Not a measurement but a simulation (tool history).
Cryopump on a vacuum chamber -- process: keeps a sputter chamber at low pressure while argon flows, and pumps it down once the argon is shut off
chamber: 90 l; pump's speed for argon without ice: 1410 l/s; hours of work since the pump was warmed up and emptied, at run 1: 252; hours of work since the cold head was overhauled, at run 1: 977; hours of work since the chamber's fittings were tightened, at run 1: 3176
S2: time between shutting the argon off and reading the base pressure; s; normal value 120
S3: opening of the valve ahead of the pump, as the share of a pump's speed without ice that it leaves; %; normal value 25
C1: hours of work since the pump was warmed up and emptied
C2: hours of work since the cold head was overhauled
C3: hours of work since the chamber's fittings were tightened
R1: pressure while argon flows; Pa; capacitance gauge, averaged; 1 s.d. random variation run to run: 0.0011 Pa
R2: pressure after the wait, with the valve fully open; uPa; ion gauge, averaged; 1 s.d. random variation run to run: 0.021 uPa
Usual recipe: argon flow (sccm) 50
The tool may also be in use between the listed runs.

{"run": 1, "hour": 0.0, "argon flow (sccm)": 50, "S2": 120, "S3": 25, "C1": 252, "C2": 977, "C3": 3176, "R1": 0.2479, "R2": 3.17}
{"run": 2, "hour": 67.0, "argon flow (sccm)": 80, "S2": 120, "S3": 25, "C1": 290, "C2": 1015, "C3": 3214, "R1": 0.397, "R2": 3.24}
{"run": 3, "hour": 133.6, "argon flow (sccm)": 80, "S2": 120, "S3": 25, "C1": 328, "C2": 1053, "C3": 3252, "R1": 0.3995, "R2": 3.37}
{"run": 4, "hour": 182.7, "argon flow (sccm)": 80, "S2": 120, "S3": 25, "C1": 356, "C2": 1080, "C3": 3280, "R1": 0.4016, "R2": 3.38}
{"run": 5, "hour": 238.6, "argon flow (sccm)": 50, "S2": 120, "S3": 49, "C1": 388, "C2": 1112, "C3": 3312, "R1": 0.1334, "R2": 3.38}
{"run": 6, "hour": 306.8, "argon flow (sccm)": 24, "S2": 120, "S3": 25, "C1": 427, "C2": 1151, "C3": 3351, "R1": 0.1221, "R2": 3.53}
{"run": 7, "hour": 342.7, "argon flow (sccm)": 24, "S2": 120, "S3": 25, "C1": 447, "C2": 1171, "C3": 3371, "R1": 0.1233, "R2": 3.61}
{"run": 8, "hour": 375.3, "argon flow (sccm)": 24, "S2": 120, "S3": 25, "C1": 466, "C2": 1190, "C3": 3389, "R1": 0.1214, "R2": 3.58}
{"run": 9, "hour": 439.0, "argon flow (sccm)": 24, "S2": 120, "S3": 25, "C1": 502, "C2": 1226, "C3": 3426, "R1": 0.1216, "R2": 3.8}
{"run": 10, "hour": 485.4, "argon flow (sccm)": 24, "S2": 120, "S3": 25, "C1": 528, "C2": 1252, "C3": 3452, "R1": 0.1238, "R2": 3.73}
{"run": 11, "hour": 516.7, "argon flow (sccm)": 24, "S2": 96, "S3": 25, "C1": 546, "C2": 1270, "C3": 3470, "R1": 0.1238, "R2": 3.94}
{"run": 12, "hour": 567.3, "argon flow (sccm)": 24, "S2": 96, "S3": 25, "C1": 575, "C2": 1299, "C3": 3499, "R1": 0.1234, "R2": 3.93}
{"run": 13, "hour": 625.0, "argon flow (sccm)": 24, "S2": 96, "S3": 25, "C1": 608, "C2": 1332, "C3": 3531, "R1": 0.125, "R2": 3.97}
{"run": 14, "hour": 672.6, "argon flow (sccm)": 24, "S2": 96, "S3": 25, "C1": 635, "C2": 1359, "C3": 3558, "R1": 0.1246, "R2": 3.99}
{"run": 15, "hour": 737.1, "argon flow (sccm)": 68, "S2": 120, "S3": 25, "C1": 671, "C2": 1395, "C3": 3595, "R1": 0.3595, "R2": 4.23}
{"hour": 776.8, "done": "pump warmed up, emptied and cooled again"}
{"run": 16, "hour": 776.8, "argon flow (sccm)": 68, "S2": 120, "S3": 25, "C1": 0, "C2": 1415, "C3": 3615, "R1": 0.3269, "R2": 3.18}
{"run": 17, "hour": 821.6, "argon flow (sccm)": 68, "S2": 120, "S3": 25, "C1": 25, "C2": 1441, "C3": 3640, "R1": 0.3262, "R2": 3.33}
{"run": 18, "hour": 853.3, "argon flow (sccm)": 67, "S2": 42, "S3": 44, "C1": 43, "C2": 1459, "C3": 3658, "R1": 0.1857, "R2": 3.85}
{"run": 19, "hour": 911.7, "argon flow (sccm)": 50, "S2": 120, "S3": 18, "C1": 77, "C2": 1492, "C3": 3691, "R1": 0.335, "R2": 3.26}
{"run": 20, "hour": 971.4, "argon flow (sccm)": 50, "S2": 120, "S3": 18, "C1": 111, "C2": 1526, "C3": 3725, "R1": 0.3362, "R2": 3.38}
{"run": 21, "hour": 1022.5, "argon flow (sccm)": 50, "S2": 120, "S3": 26, "C1": 140, "C2": 1555, "C3": 3754, "R1": 0.2357, "R2": 3.43}
{"run": 22, "hour": 1066.2, "argon flow (sccm)": 50, "S2": 165, "S3": 29, "C1": 164, "C2": 1580, "C3": 3779, "R1": 0.2137, "R2": 3.37}
{"hour": 1088.7, "done": "leaking fittings of the chamber tightened, without venting"}
{"run": 23, "hour": 1124.1, "argon flow (sccm)": 22, "S2": 120, "S3": 53, "C1": 196, "C2": 1611, "C3": 20, "R1": 0.0522, "R2": 0.52}
{"run": 24, "hour": 1181.7, "argon flow (sccm)": 22, "S2": 120, "S3": 53, "C1": 229, "C2": 1644, "C3": 53, "R1": 0.0526, "R2": 0.55}
{"run": 25, "hour": 1237.2, "argon flow (sccm)": 63, "S2": 120, "S3": 39, "C1": 260, "C2": 1676, "C3": 84, "R1": 0.2047, "R2": 0.58}
{"run": 26, "hour": 1294.3, "argon flow (sccm)": 63, "S2": 120, "S3": 39, "C1": 293, "C2": 1708, "C3": 117, "R1": 0.2066, "R2": 0.61}
{"run": 27, "hour": 1328.4, "argon flow (sccm)": 30, "S2": 108, "S3": 39, "C1": 312, "C2": 1728, "C3": 136, "R1": 0.0983, "R2": 0.67}
{"run": 28, "hour": 1362.0, "argon flow (sccm)": 50, "S2": 69, "S3": 46, "C1": 331, "C2": 1747, "C3": 155, "R1": 0.1409, "R2": 0.82}
{"run": 29, "hour": 1397.8, "argon flow (sccm)": 50, "S2": 69, "S3": 46, "C1": 352, "C2": 1767, "C3": 176, "R1": 0.1418, "R2": 0.85}
{"run": 30, "hour": 1442.2, "argon flow (sccm)": 50, "S2": 84, "S3": 25, "C1": 377, "C2": 1792, "C3": 201, "R1": 0.2513, "R2": 0.76}
{"run": 31, "hour": 1500.4, "argon flow (sccm)": 24, "S2": 120, "S3": 52, "C1": 410, "C2": 1825, "C3": 234, "R1": 0.061, "R2": 0.74}
{"run": 32, "hour": 1551.6, "argon flow (sccm)": 83, "S2": 120, "S3": 16, "C1": 439, "C2": 1854, "C3": 263, "R1": 0.6446, "R2": 0.75}

Alternative continuations, all from the tool just after run 32; predict every row:
{"run": "A", "hour": 1586.6, "argon flow (sccm)": 95, "S2": 45, "S3": 16, "C1": 459, "C2": 1874, "C3": 283, "R1": "?", "R2": "?"}
{"run": "B", "hour": 1586.6, "argon flow (sccm)": 50, "S2": 120, "S3": 45, "C1": 459, "C2": 1874, "C3": 283, "R1": "?", "R2": "?"}
{"run": "C", "hour": 1586.6, "argon flow (sccm)": 83, "S2": 120, "S3": 17, "C1": 459, "C2": 1874, "C3": 283, "R1": "?", "R2": "?"}
{"run": "D", "hour": 1586.6, "argon flow (sccm)": 83, "S2": 66, "S3": 17, "C1": 459, "C2": 1874, "C3": 283, "R1": "?", "R2": "?"}
{"run": "E", "hour": 1586.6, "argon flow (sccm)": 85, "S2": 120, "S3": 16, "C1": 459, "C2": 1874, "C3": 283, "R1": "?", "R2": "?"}

run=A R1=0.7396 R2=1.15
run=B R1=0.1483 R2=0.77
run=C R1=0.6101 R2=0.79
run=D R1=0.6112 R2=0.95
run=E R1=0.6594 R2=0.78
The same runs, with their run-to-run variation unchanged, on a tool lacking any hidden condition would have given:
run=A R1=0.7126 R2=0.82
run=B R1=0.1341 R2=0.43
run=C R1=0.5865 R2=0.45
run=D R1=0.5876 R2=0.62
run=E R1=0.6354 R2=0.44
